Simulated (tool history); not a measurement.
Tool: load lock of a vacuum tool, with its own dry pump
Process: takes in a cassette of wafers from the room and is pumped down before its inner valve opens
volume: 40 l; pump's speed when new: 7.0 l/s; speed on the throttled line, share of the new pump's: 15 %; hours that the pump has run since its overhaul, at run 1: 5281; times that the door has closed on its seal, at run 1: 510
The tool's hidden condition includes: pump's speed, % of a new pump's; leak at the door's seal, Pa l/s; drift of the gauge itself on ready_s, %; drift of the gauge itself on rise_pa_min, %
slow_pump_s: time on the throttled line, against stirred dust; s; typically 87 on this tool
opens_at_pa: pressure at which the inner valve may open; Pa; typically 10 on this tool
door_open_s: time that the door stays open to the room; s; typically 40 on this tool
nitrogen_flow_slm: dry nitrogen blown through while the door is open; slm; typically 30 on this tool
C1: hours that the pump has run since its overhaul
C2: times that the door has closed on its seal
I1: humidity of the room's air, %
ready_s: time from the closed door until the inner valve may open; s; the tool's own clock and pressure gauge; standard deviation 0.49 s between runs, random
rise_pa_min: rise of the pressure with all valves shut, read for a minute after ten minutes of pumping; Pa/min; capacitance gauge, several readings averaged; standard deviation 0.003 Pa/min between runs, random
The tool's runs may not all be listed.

{"run": 1, "hour": 0.0, "slow_pump_s": 87, "opens_at_pa": 10, "door_open_s": 40, "nitrogen_flow_slm": 30, "C1": 5281, "C2": 510, "I1": 44, "ready_s": 128.1, "rise_pa_min": 0.019}
{"run": 2, "hour": 96.4, "slow_pump_s": 87, "opens_at_pa": 10, "door_open_s": 40, "nitrogen_flow_slm": 30, "C1": 5377, "C2": 795, "I1": 43, "ready_s": 128.9, "rise_pa_min": 0.009}
{"run": 3, "hour": 218.4, "slow_pump_s": 87, "opens_at_pa": 10, "door_open_s": 40, "nitrogen_flow_slm": 30, "C1": 5499, "C2": 1156, "I1": 43.3, "ready_s": 128.7, "rise_pa_min": 0.014}
{"run": 4, "hour": 298.1, "slow_pump_s": 87, "opens_at_pa": 10, "door_open_s": 40, "nitrogen_flow_slm": 30, "C1": 5579, "C2": 1392, "I1": 43.6, "ready_s": 128.4, "rise_pa_min": 0.014}
{"run": 5, "hour": 438.1, "slow_pump_s": 87, "opens_at_pa": 10, "door_open_s": 40, "nitrogen_flow_slm": 30, "C1": 5719, "C2": 1807, "I1": 44.9, "ready_s": 128.9, "rise_pa_min": 0.022}
{"run": 6, "hour": 507.9, "slow_pump_s": 87, "opens_at_pa": 10, "door_open_s": 40, "nitrogen_flow_slm": 30, "C1": 5789, "C2": 2013, "I1": 47.2, "ready_s": 129.2, "rise_pa_min": 0.02}
{"run": 7, "hour": 569.7, "slow_pump_s": 87, "opens_at_pa": 10, "door_open_s": 40, "nitrogen_flow_slm": 30, "C1": 5851, "C2": 2196, "I1": 43, "ready_s": 128.6, "rise_pa_min": 0.016}
{"run": 8, "hour": 688.1, "slow_pump_s": 87, "opens_at_pa": 10, "door_open_s": 40, "nitrogen_flow_slm": 30, "C1": 5969, "C2": 2547, "I1": 46.2, "ready_s": 128.7, "rise_pa_min": 0.017}
{"run": 9, "hour": 790.8, "slow_pump_s": 87, "opens_at_pa": 10, "door_open_s": 40, "nitrogen_flow_slm": 30, "C1": 6072, "C2": 2851, "I1": 44.3, "ready_s": 128.9, "rise_pa_min": 0.018}
{"run": 10, "hour": 913.2, "slow_pump_s": 87, "opens_at_pa": 10, "door_open_s": 40, "nitrogen_flow_slm": 30, "C1": 6194, "C2": 3213, "I1": 47.1, "ready_s": 128.6, "rise_pa_min": 0.022}
{"run": 11, "hour": 1014.9, "slow_pump_s": 87, "opens_at_pa": 10, "door_open_s": 40, "nitrogen_flow_slm": 30, "C1": 6296, "C2": 3514, "I1": 48.5, "ready_s": 128.1, "rise_pa_min": 0.02}
{"run": 12, "hour": 1140.8, "slow_pump_s": 87, "opens_at_pa": 17, "door_open_s": 40, "nitrogen_flow_slm": 30, "C1": 6422, "C2": 3887, "I1": 47.2, "ready_s": 125.3, "rise_pa_min": 0.027}
{"run": 13, "hour": 1274.6, "slow_pump_s": 87, "opens_at_pa": 20, "door_open_s": 40, "nitrogen_flow_slm": 30, "C1": 6556, "C2": 4283, "I1": 45.8, "ready_s": 125.2, "rise_pa_min": 0.024}
{"run": 14, "hour": 1400.0, "slow_pump_s": 87, "opens_at_pa": 20, "door_open_s": 40, "nitrogen_flow_slm": 30, "C1": 6681, "C2": 4654, "I1": 44.2, "ready_s": 125.1, "rise_pa_min": 0.022}
{"run": 15, "hour": 1515.4, "slow_pump_s": 87, "opens_at_pa": 10, "door_open_s": 40, "nitrogen_flow_slm": 30, "C1": 6796, "C2": 4996, "I1": 45.3, "ready_s": 129.5, "rise_pa_min": 0.028}
{"run": 16, "hour": 1649.6, "slow_pump_s": 87, "opens_at_pa": 10, "door_open_s": 40, "nitrogen_flow_slm": 30, "C1": 6931, "C2": 5393, "I1": 43.6, "ready_s": 129.1, "rise_pa_min": 0.03}
{"run": 17, "hour": 1745.5, "slow_pump_s": 87, "opens_at_pa": 10, "door_open_s": 40, "nitrogen_flow_slm": 17, "C1": 7027, "C2": 5677, "I1": 46.7, "ready_s": 129.6, "rise_pa_min": 0.037}
{"run": 18, "hour": 1802.5, "slow_pump_s": 87, "opens_at_pa": 10, "door_open_s": 186, "nitrogen_flow_slm": 34, "C1": 7084, "C2": 5846, "I1": 43.1, "ready_s": 129.8, "rise_pa_min": 0.04}
{"run": 19, "hour": 1888.8, "slow_pump_s": 92, "opens_at_pa": 16, "door_open_s": 63, "nitrogen_flow_slm": 6, "C1": 7170, "C2": 6101, "I1": 44.7, "ready_s": 130.5, "rise_pa_min": 0.05}
{"run": 20, "hour": 1980.2, "slow_pump_s": 92, "opens_at_pa": 16, "door_open_s": 63, "nitrogen_flow_slm": 6, "C1": 7261, "C2": 6372, "I1": 47.8, "ready_s": 131.1, "rise_pa_min": 0.053}
{"run": 21, "hour": 2040.2, "slow_pump_s": 92, "opens_at_pa": 16, "door_open_s": 63, "nitrogen_flow_slm": 6, "C1": 7321, "C2": 6549, "I1": 46.1, "ready_s": 129.5, "rise_pa_min": 0.053}
{"run": 22, "hour": 2124.2, "slow_pump_s": 87, "opens_at_pa": 10, "door_open_s": 55, "nitrogen_flow_slm": 30, "C1": 7405, "C2": 6798, "I1": 46.3, "ready_s": 129.3, "rise_pa_min": 0.042}
{"run": 23, "hour": 2205.6, "slow_pump_s": 79, "opens_at_pa": 8, "door_open_s": 65, "nitrogen_flow_slm": 24, "C1": 7487, "C2": 7039, "I1": 45.5, "ready_s": 124.5, "rise_pa_min": 0.044}
{"run": 24, "hour": 2305.3, "slow_pump_s": 79, "opens_at_pa": 8, "door_open_s": 65, "nitrogen_flow_slm": 24, "C1": 7586, "C2": 7334, "I1": 44.2, "ready_s": 124.6, "rise_pa_min": 0.051}
{"run": 25, "hour": 2366.1, "slow_pump_s": 141, "opens_at_pa": 10, "door_open_s": 40, "nitrogen_flow_slm": 11, "C1": 7647, "C2": 7514, "I1": 42.4, "ready_s": 174.7, "rise_pa_min": 0.048}
{"run": 26, "hour": 2422.8, "slow_pump_s": 141, "opens_at_pa": 10, "door_open_s": 40, "nitrogen_flow_slm": 5, "C1": 7704, "C2": 7682, "I1": 41.7, "ready_s": 176.1, "rise_pa_min": 0.06}
{"run": 27, "hour": 2563.7, "slow_pump_s": 102, "opens_at_pa": 10, "door_open_s": 120, "nitrogen_flow_slm": 16, "C1": 7845, "C2": 8099, "I1": 46.2, "ready_s": 141.8, "rise_pa_min": 0.061}
{"run": 28, "hour": 2673.8, "slow_pump_s": 151, "opens_at_pa": 17, "door_open_s": 61, "nitrogen_flow_slm": 16, "C1": 7955, "C2": 8425, "I1": 43.4, "ready_s": 179.3, "rise_pa_min": 0.054}
{"run": 29, "hour": 2733.2, "slow_pump_s": 84, "opens_at_pa": 10, "door_open_s": 40, "nitrogen_flow_slm": 5, "C1": 8014, "C2": 8601, "I1": 45.4, "ready_s": 127.6, "rise_pa_min": 0.059}
{"run": 30, "hour": 2816.5, "slow_pump_s": 84, "opens_at_pa": 10, "door_open_s": 40, "nitrogen_flow_slm": 5, "C1": 8098, "C2": 8847, "I1": 45, "ready_s": 127.4, "rise_pa_min": 0.064}
{"run": 31, "hour": 2955.7, "slow_pump_s": 87, "opens_at_pa": 18, "door_open_s": 79, "nitrogen_flow_slm": 4, "C1": 8237, "C2": 9259, "I1": 42.8, "ready_s": 125.6, "rise_pa_min": 0.078}
{"run": 32, "hour": 3048.7, "slow_pump_s": 54, "opens_at_pa": 15, "door_open_s": 40, "nitrogen_flow_slm": 30, "C1": 8330, "C2": 9535, "I1": 44.7, "ready_s": 99, "rise_pa_min": 0.056}
{"run": 33, "hour": 3125.6, "slow_pump_s": 87, "opens_at_pa": 13, "door_open_s": 30, "nitrogen_flow_slm": 30, "C1": 8407, "C2": 9762, "I1": 49.5, "ready_s": 128.2, "rise_pa_min": 0.053}
{"run": 34, "hour": 3227.0, "slow_pump_s": 87, "opens_at_pa": 13, "door_open_s": 30, "nitrogen_flow_slm": 30, "C1": 8508, "C2": 10063, "I1": 46.6, "ready_s": 127.5, "rise_pa_min": 0.054}

Forecast each of these 5 alternatives for the next run:
{"run": "A", "hour": 3308.9, "slow_pump_s": 87, "opens_at_pa": 8, "door_open_s": 40, "nitrogen_flow_slm": 13, "C1": 8590, "C2": 10305, "I1": 48.1, "ready_s": "?", "rise_pa_min": "?"}
{"run": "B", "hour": 3308.9, "slow_pump_s": 87, "opens_at_pa": 11, "door_open_s": 120, "nitrogen_flow_slm": 9, "C1": 8590, "C2": 10305, "I1": 47.3, "ready_s": "?", "rise_pa_min": "?"}
{"run": "C", "hour": 3308.9, "slow_pump_s": 87, "opens_at_pa": 12, "door_open_s": 30, "nitrogen_flow_slm": 16, "C1": 8590, "C2": 10305, "I1": 44, "ready_s": "?", "rise_pa_min": "?"}
{"run": "D", "hour": 3308.9, "slow_pump_s": 87, "opens_at_pa": 9, "door_open_s": 30, "nitrogen_flow_slm": 30, "C1": 8590, "C2": 10305, "I1": 44.8, "ready_s": "?", "rise_pa_min": "?"}
{"run": "E", "hour": 3308.9, "slow_pump_s": 87, "opens_at_pa": 15, "door_open_s": 40, "nitrogen_flow_slm": 30, "C1": 8590, "C2": 10305, "I1": 43.3, "ready_s": "?", "rise_pa_min": "?"}

run=A ready_s=131.8 rise_pa_min=0.064
run=B ready_s=129.9 rise_pa_min=0.079
run=C ready_s=128.8 rise_pa_min=0.064
run=D ready_s=130.3 rise_pa_min=0.059
run=E ready_s=127.3 rise_pa_min=0.06
With the hidden condition removed and each run's random variation left untouched, the same runs would have given:
run=A ready_s=128.4 rise_pa_min=0.012
run=B ready_s=126.7 rise_pa_min=0.028
run=C ready_s=125.5 rise_pa_min=0.011
run=D ready_s=127.1 rise_pa_min=0.006
run=E ready_s=124.2 rise_pa_min=0.007
